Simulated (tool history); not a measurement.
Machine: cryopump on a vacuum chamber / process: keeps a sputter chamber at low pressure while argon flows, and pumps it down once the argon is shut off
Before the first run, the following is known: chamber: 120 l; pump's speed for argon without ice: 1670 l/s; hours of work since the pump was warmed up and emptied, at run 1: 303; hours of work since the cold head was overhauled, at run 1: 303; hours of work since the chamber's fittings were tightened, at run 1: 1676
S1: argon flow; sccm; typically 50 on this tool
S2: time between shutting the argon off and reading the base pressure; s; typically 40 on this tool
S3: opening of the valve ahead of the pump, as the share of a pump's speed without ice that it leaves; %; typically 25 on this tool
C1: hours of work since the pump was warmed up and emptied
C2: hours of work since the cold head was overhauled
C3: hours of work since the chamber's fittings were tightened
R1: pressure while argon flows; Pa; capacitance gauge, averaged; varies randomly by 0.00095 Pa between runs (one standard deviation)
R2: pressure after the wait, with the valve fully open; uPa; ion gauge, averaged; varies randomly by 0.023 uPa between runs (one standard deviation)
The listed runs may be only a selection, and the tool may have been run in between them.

{"run": 1, "day": 0.0, "S1": 50, "S2": 40, "S3": 25, "C1": 303, "C2": 303, "C3": 1676, "R1": 0.2059, "R2": 0.95}
{"run": 2, "day": 1.488, "S1": 50, "S2": 40, "S3": 25, "C1": 333, "C2": 333, "C3": 1705, "R1": 0.2051, "R2": 0.97}
{"run": 3, "day": 2.429, "S1": 50, "S2": 40, "S3": 25, "C1": 351, "C2": 351, "C3": 1724, "R1": 0.2072, "R2": 0.97}
{"run": 4, "day": 3.917, "S1": 50, "S2": 40, "S3": 25, "C1": 381, "C2": 381, "C3": 1753, "R1": 0.2067, "R2": 0.95}
{"run": 5, "day": 4.904, "S1": 50, "S2": 40, "S3": 16, "C1": 400, "C2": 400, "C3": 1773, "R1": 0.3226, "R2": 0.95}
{"run": 6, "day": 6.133, "S1": 50, "S2": 40, "S3": 16, "C1": 424, "C2": 424, "C3": 1797, "R1": 0.3227, "R2": 0.97}
{"run": 7, "day": 7.296, "S1": 30, "S2": 235, "S3": 49, "C1": 447, "C2": 447, "C3": 1820, "R1": 0.0646, "R2": 0.52}

Forecast run 8:
{"run": 8, "day": 8.283, "S1": 96, "S2": 40, "S3": 20, "C1": 467, "C2": 467, "C3": 1839, "R1": "?", "R2": "?"}

R1: 0.4967 Pa
R2: 0.96 uPa
Take away the tool's hidden state, keep the run-to-run variation as it was, and the same run would have given R1 0.4875 Pa, R2 0.72 uPa.
